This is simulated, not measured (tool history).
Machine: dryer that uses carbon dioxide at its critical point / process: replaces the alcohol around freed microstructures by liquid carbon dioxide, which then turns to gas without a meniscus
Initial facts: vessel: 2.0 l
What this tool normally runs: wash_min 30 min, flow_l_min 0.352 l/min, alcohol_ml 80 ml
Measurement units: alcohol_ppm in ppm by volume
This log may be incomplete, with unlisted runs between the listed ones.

run   hour  wash_min  flow_l_min  alcohol_ml  alcohol_ppm
  1      0        30       0.352          80          512
  2    8.4        30       0.352          80          524
  3   16.8        30       0.352          80          509
  4   22.8        30       0.352          80          493
  5   28.8        30       0.352          80          523
  6   35.5        30       0.376          80          381
  7   44.9        30       0.352          80          532
  8     54        26       0.352          80          911
  9   59.2        24       0.352          88         1362
 10   67.9        24       0.352          55          850
 11   75.6        42       0.592          32           20
 12   85.6        40       0.262          40          295
 13   92.4        40       0.262          40          307
 14  101.4        46       0.332          40           63
 15  107.2        34       0.364          68          233
 16    117        29       0.397          80          375

4 ways to go on from here, each from the tool as it stands after run 16. What would each give?
  A  125.6        29       0.397          26            ?
  B  125.6        27       0.448          25            ?
  C  125.6        30       0.352          36            ?
  D  125.6        22       0.397          54            ?

run  alcohol_ppm
  A          142
  B          116
  C          253
  D          806
What these runs would have given with no unlogged condition in the tool:
run  alcohol_ppm
  A           96
  B           76
  C          185
  D          658

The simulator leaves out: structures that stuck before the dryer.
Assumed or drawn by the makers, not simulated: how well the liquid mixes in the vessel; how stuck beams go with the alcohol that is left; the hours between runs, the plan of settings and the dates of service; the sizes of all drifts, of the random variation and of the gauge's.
